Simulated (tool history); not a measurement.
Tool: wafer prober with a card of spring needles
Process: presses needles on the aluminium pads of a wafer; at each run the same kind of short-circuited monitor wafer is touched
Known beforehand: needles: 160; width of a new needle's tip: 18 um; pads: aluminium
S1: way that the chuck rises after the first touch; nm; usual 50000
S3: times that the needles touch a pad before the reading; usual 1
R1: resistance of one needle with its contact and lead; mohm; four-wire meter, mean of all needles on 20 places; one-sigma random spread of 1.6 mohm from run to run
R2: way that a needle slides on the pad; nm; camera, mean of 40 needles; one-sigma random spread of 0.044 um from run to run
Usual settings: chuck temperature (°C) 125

{"run": 1, "hour": 0.0, "S1": 50000, "chuck temperature (°C)": 125, "S3": 1, "R1": 162, "R2": 7920}
{"hour": 9.2, "done": "tips cleaned on abrasive film"}
{"hour": 24.1, "done": "tips cleaned on abrasive film"}
{"run": 2, "hour": 26.3, "S1": 50000, "chuck temperature (°C)": 125, "S3": 1, "R1": 165, "R2": 8030}
{"hour": 37.8, "done": "height of the first contact set anew"}
{"hour": 40.8, "done": "tips cleaned on abrasive film"}
{"hour": 56.6, "done": "tips cleaned on abrasive film"}
{"run": 3, "hour": 56.6, "S1": 50000, "chuck temperature (°C)": 125, "S3": 1, "R1": 164, "R2": 8010}
{"hour": 72.3, "done": "tips cleaned on abrasive film"}
{"run": 4, "hour": 81.0, "S1": 50000, "chuck temperature (°C)": 125, "S3": 1, "R1": 162, "R2": 8000}
{"hour": 87.2, "done": "tips cleaned on abrasive film"}
{"run": 5, "hour": 95.2, "S1": 50000, "chuck temperature (°C)": 125, "S3": 2, "R1": 165, "R2": 8020}
{"hour": 101.9, "done": "tips cleaned on abrasive film"}
{"run": 6, "hour": 112.1, "S1": 50000, "chuck temperature (°C)": 125, "S3": 2, "R1": 162, "R2": 7980}
{"hour": 117.5, "done": "tips cleaned on abrasive film"}
{"hour": 134.6, "done": "tips cleaned on abrasive film"}
{"run": 7, "hour": 138.4, "S1": 50000, "chuck temperature (°C)": 125, "S3": 2, "R1": 163, "R2": 8070}
{"hour": 151.0, "done": "tips cleaned on abrasive film"}
{"run": 8, "hour": 160.7, "S1": 50000, "chuck temperature (°C)": 125, "S3": 2, "R1": 164, "R2": 8030}
{"hour": 165.5, "done": "tips cleaned on abrasive film"}
{"hour": 180.8, "done": "tips cleaned on abrasive film"}
{"run": 9, "hour": 181.0, "S1": 50000, "chuck temperature (°C)": 25, "S3": 2, "R1": 145, "R2": 8120}
{"hour": 196.2, "done": "tips cleaned on abrasive film"}
{"run": 10, "hour": 204.9, "S1": 50000, "chuck temperature (°C)": 25, "S3": 2, "R1": 148, "R2": 8010}
{"hour": 213.0, "done": "tips cleaned on abrasive film"}
{"run": 11, "hour": 224.5, "S1": 50000, "chuck temperature (°C)": 25, "S3": 2, "R1": 147, "R2": 8070}
{"hour": 228.5, "done": "tips cleaned on abrasive film"}
{"run": 12, "hour": 239.4, "S1": 50000, "chuck temperature (°C)": 125, "S3": 1, "R1": 164, "R2": 8070}
{"hour": 245.0, "done": "tips cleaned on abrasive film"}
{"run": 13, "hour": 258.4, "S1": 50000, "chuck temperature (°C)": 125, "S3": 1, "R1": 160, "R2": 8110}
{"hour": 261.4, "done": "tips cleaned on abrasive film"}
{"hour": 276.9, "done": "tips cleaned on abrasive film"}
{"run": 14, "hour": 289.7, "S1": 60000, "chuck temperature (°C)": 125, "S3": 1, "R1": 162, "R2": 9690}
{"hour": 292.2, "done": "tips cleaned on abrasive film"}
{"hour": 306.8, "done": "tips cleaned on abrasive film"}
{"hour": 321.6, "done": "tips cleaned on abrasive film"}
{"run": 15, "hour": 321.6, "S1": 50000, "chuck temperature (°C)": 125, "S3": 1, "R1": 161, "R2": 8090}
{"hour": 339.0, "done": "tips cleaned on abrasive film"}
{"run": 16, "hour": 348.2, "S1": 50000, "chuck temperature (°C)": 125, "S3": 1, "R1": 162, "R2": 8030}
{"hour": 354.2, "done": "tips cleaned on abrasive film"}
{"hour": 370.5, "done": "tips cleaned on abrasive film"}
{"run": 17, "hour": 380.1, "S1": 68000, "chuck temperature (°C)": 48, "S3": 1, "R1": 147, "R2": 10980}
{"hour": 385.6, "done": "tips cleaned on abrasive film"}
{"hour": 385.9, "done": "height of the first contact set anew"}
{"hour": 401.8, "done": "tips cleaned on abrasive film"}
{"run": 18, "hour": 410.1, "S1": 68000, "chuck temperature (°C)": 48, "S3": 1, "R1": 148, "R2": 10990}
{"hour": 417.0, "done": "tips cleaned on abrasive film"}
{"run": 19, "hour": 429.0, "S1": 68000, "chuck temperature (°C)": 48, "S3": 1, "R1": 148, "R2": 11010}
{"hour": 434.0, "done": "tips cleaned on abrasive film"}
{"hour": 449.4, "done": "tips cleaned on abrasive film"}
{"run": 20, "hour": 455.1, "S1": 47000, "chuck temperature (°C)": 125, "S3": 2, "R1": 163, "R2": 7570}
{"hour": 465.2, "done": "tips cleaned on abrasive film"}
{"run": 21, "hour": 475.2, "S1": 47000, "chuck temperature (°C)": 125, "S3": 2, "R1": 166, "R2": 7660}
{"hour": 480.4, "done": "tips cleaned on abrasive film"}
{"hour": 496.1, "done": "tips cleaned on abrasive film"}
{"run": 22, "hour": 505.2, "S1": 50000, "chuck temperature (°C)": 71, "S3": 1, "R1": 154, "R2": 8120}
{"hour": 510.7, "done": "tips cleaned on abrasive film"}
{"hour": 525.5, "done": "tips cleaned on abrasive film"}
{"run": 23, "hour": 528.8, "S1": 41000, "chuck temperature (°C)": 119, "S3": 2, "R1": 163, "R2": 6630}
{"hour": 540.3, "done": "tips cleaned on abrasive film"}
{"run": 24, "hour": 545.4, "S1": 41000, "chuck temperature (°C)": 112, "S3": 1, "R1": 163, "R2": 6660}
{"hour": 555.4, "done": "tips cleaned on abrasive film"}
{"run": 25, "hour": 561.2, "S1": 50000, "chuck temperature (°C)": 112, "S3": 2, "R1": 158, "R2": 8130}
{"hour": 571.0, "done": "tips cleaned on abrasive film"}
{"hour": 586.9, "done": "tips cleaned on abrasive film"}
{"run": 26, "hour": 589.6, "S1": 50000, "chuck temperature (°C)": 92, "S3": 3, "R1": 155, "R2": 8200}
{"hour": 603.1, "done": "tips cleaned on abrasive film"}
{"run": 27, "hour": 608.7, "S1": 50000, "chuck temperature (°C)": 92, "S3": 2, "R1": 158, "R2": 8180}
{"hour": 619.7, "done": "tips cleaned on abrasive film"}
{"hour": 634.7, "done": "tips cleaned on abrasive film"}
{"run": 28, "hour": 635.1, "S1": 42000, "chuck temperature (°C)": 125, "S3": 1, "R1": 166, "R2": 6870}
{"hour": 650.9, "done": "tips cleaned on abrasive film"}
{"hour": 666.0, "done": "tips cleaned on abrasive film"}
{"run": 29, "hour": 668.1, "S1": 60000, "chuck temperature (°C)": 33, "S3": 1, "R1": 145, "R2": 9760}
{"hour": 682.6, "done": "tips cleaned on abrasive film"}
{"run": 30, "hour": 692.3, "S1": 49000, "chuck temperature (°C)": 115, "S3": 1, "R1": 163, "R2": 8080}
{"hour": 697.2, "done": "tips cleaned on abrasive film"}
{"hour": 713.1, "done": "tips cleaned on abrasive film"}
{"run": 31, "hour": 726.4, "S1": 49000, "chuck temperature (°C)": 50, "S3": 1, "R1": 152, "R2": 8040}

Some steps in R2, run to run, broken into two amounts with sign: the step expected even without the hidden condition (settings, incoming material, random variation), and the rest, left for the hidden condition together with whatever gauge scatter is not in both the measured and the hidden-condition-free result:
Hidden state present: debris on the tips, nm; way that the needles fall short of the set height, um; tips' diameter, um; drift of the gauge itself on contact_mohm, %; drift of the gauge itself on scrub_um, %.
Run 16 -> 17: S1 50000 -> 68000, chuck temperature (°C) 125 -> 48, tips cleaned on abrasive film, tips cleaned on abrasive film. R2 +2950 nm: hidden state +50, all else +2900.
Run 19 -> 20: S1 68000 -> 47000, chuck temperature (°C) 48 -> 125, S3 1 -> 2, tips cleaned on abrasive film, tips cleaned on abrasive film. R2 -3440 nm: hidden state -40, all else -3400.
Run 28 -> 29: S1 42000 -> 60000, chuck temperature (°C) 125 -> 33, tips cleaned on abrasive film, tips cleaned on abrasive film. R2 +2890 nm: hidden state +80, all else +2810.

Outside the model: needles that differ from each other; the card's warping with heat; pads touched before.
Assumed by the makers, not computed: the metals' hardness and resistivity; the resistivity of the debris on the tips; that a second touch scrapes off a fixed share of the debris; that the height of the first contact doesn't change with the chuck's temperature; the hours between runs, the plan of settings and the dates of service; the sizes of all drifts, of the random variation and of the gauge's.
